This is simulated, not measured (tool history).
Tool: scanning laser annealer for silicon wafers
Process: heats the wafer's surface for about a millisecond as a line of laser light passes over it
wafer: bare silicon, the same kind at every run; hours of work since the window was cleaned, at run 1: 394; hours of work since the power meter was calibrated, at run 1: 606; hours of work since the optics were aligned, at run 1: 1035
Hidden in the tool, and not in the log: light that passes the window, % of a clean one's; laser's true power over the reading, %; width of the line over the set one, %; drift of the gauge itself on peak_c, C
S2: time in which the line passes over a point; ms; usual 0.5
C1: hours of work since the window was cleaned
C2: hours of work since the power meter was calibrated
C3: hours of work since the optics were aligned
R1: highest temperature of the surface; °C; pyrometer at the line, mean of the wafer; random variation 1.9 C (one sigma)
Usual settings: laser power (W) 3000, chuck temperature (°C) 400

{"run": 1, "hour": 0.0, "laser power (W)": 3000, "S2": 0.5, "chuck temperature (°C)": 400, "C1": 394, "C2": 606, "C3": 1035, "R1": 1117}
{"run": 2, "hour": 23.5, "laser power (W)": 3000, "S2": 0.5, "chuck temperature (°C)": 400, "C1": 408, "C2": 620, "C3": 1049, "R1": 1117}
{"run": 3, "hour": 42.3, "laser power (W)": 3000, "S2": 0.5, "chuck temperature (°C)": 400, "C1": 419, "C2": 630, "C3": 1060, "R1": 1116}
{"run": 4, "hour": 69.0, "laser power (W)": 3000, "S2": 0.461, "chuck temperature (°C)": 400, "C1": 434, "C2": 646, "C3": 1075, "R1": 1091}
{"run": 5, "hour": 87.2, "laser power (W)": 3000, "S2": 0.461, "chuck temperature (°C)": 400, "C1": 445, "C2": 657, "C3": 1086, "R1": 1091}
{"run": 6, "hour": 105.0, "laser power (W)": 3000, "S2": 0.461, "chuck temperature (°C)": 400, "C1": 455, "C2": 667, "C3": 1096, "R1": 1086}
{"run": 7, "hour": 127.8, "laser power (W)": 3000, "S2": 0.461, "chuck temperature (°C)": 400, "C1": 469, "C2": 680, "C3": 1110, "R1": 1085}
{"run": 8, "hour": 151.5, "laser power (W)": 3000, "S2": 0.397, "chuck temperature (°C)": 400, "C1": 483, "C2": 694, "C3": 1124, "R1": 1035}
{"run": 9, "hour": 178.3, "laser power (W)": 3000, "S2": 0.397, "chuck temperature (°C)": 400, "C1": 498, "C2": 710, "C3": 1139, "R1": 1032}
{"run": 10, "hour": 192.1, "laser power (W)": 3000, "S2": 0.397, "chuck temperature (°C)": 400, "C1": 506, "C2": 718, "C3": 1147, "R1": 1033}
{"run": 11, "hour": 214.8, "laser power (W)": 3000, "S2": 0.397, "chuck temperature (°C)": 400, "C1": 520, "C2": 731, "C3": 1161, "R1": 1037}
{"run": 12, "hour": 240.0, "laser power (W)": 3219, "S2": 0.5, "chuck temperature (°C)": 400, "C1": 534, "C2": 746, "C3": 1175, "R1": 1175}
{"run": 13, "hour": 260.2, "laser power (W)": 3219, "S2": 0.5, "chuck temperature (°C)": 400, "C1": 546, "C2": 758, "C3": 1187, "R1": 1174}
{"run": 14, "hour": 284.3, "laser power (W)": 3000, "S2": 0.5, "chuck temperature (°C)": 400, "C1": 560, "C2": 772, "C3": 1201, "R1": 1108}
{"run": 15, "hour": 301.4, "laser power (W)": 3000, "S2": 0.5, "chuck temperature (°C)": 400, "C1": 570, "C2": 782, "C3": 1211, "R1": 1105}
{"run": 16, "hour": 313.0, "laser power (W)": 2706, "S2": 0.5, "chuck temperature (°C)": 416, "C1": 577, "C2": 789, "C3": 1218, "R1": 1036}
{"run": 17, "hour": 340.2, "laser power (W)": 2706, "S2": 0.5, "chuck temperature (°C)": 416, "C1": 593, "C2": 804, "C3": 1234, "R1": 1037}
{"run": 18, "hour": 356.8, "laser power (W)": 2667, "S2": 0.49, "chuck temperature (°C)": 369, "C1": 602, "C2": 814, "C3": 1243, "R1": 972}
{"run": 19, "hour": 371.3, "laser power (W)": 2821, "S2": 0.39, "chuck temperature (°C)": 439, "C1": 611, "C2": 823, "C3": 1252, "R1": 1014}
{"run": 20, "hour": 395.4, "laser power (W)": 2821, "S2": 0.39, "chuck temperature (°C)": 439, "C1": 625, "C2": 837, "C3": 1266, "R1": 1019}
{"run": 21, "hour": 407.5, "laser power (W)": 3261, "S2": 0.586, "chuck temperature (°C)": 425, "C1": 632, "C2": 844, "C3": 1273, "R1": 1270}
{"run": 22, "hour": 434.4, "laser power (W)": 3295, "S2": 0.589, "chuck temperature (°C)": 400, "C1": 648, "C2": 859, "C3": 1289, "R1": 1255}
{"run": 23, "hour": 454.1, "laser power (W)": 3295, "S2": 0.448, "chuck temperature (°C)": 378, "C1": 659, "C2": 871, "C3": 1300, "R1": 1124}
{"run": 24, "hour": 466.5, "laser power (W)": 2716, "S2": 0.448, "chuck temperature (°C)": 378, "C1": 666, "C2": 878, "C3": 1307, "R1": 965}
{"run": 25, "hour": 481.5, "laser power (W)": 2716, "S2": 0.448, "chuck temperature (°C)": 378, "C1": 675, "C2": 887, "C3": 1316, "R1": 964}
{"run": 26, "hour": 507.8, "laser power (W)": 3037, "S2": 0.448, "chuck temperature (°C)": 430, "C1": 691, "C2": 902, "C3": 1332, "R1": 1101}
{"run": 27, "hour": 532.1, "laser power (W)": 3000, "S2": 0.505, "chuck temperature (°C)": 422, "C1": 705, "C2": 916, "C3": 1346, "R1": 1123}

The same runs without the tool's hidden state, with the same run-to-run variation:
run=1 R1=1162
run=2 R1=1163
run=3 R1=1162
run=4 R1=1137
run=5 R1=1137
run=6 R1=1133
run=7 R1=1133
run=8 R1=1080
run=9 R1=1078
run=10 R1=1080
run=11 R1=1084
run=12 R1=1235
run=13 R1=1235
run=14 R1=1165
run=15 R1=1161
run=16 R1=1087
run=17 R1=1088
run=18 R1=1023
run=19 R1=1063
run=20 R1=1069
run=21 R1=1344
run=22 R1=1331
run=23 R1=1191
run=24 R1=1018
run=25 R1=1017
run=26 R1=1164
run=27 R1=1190
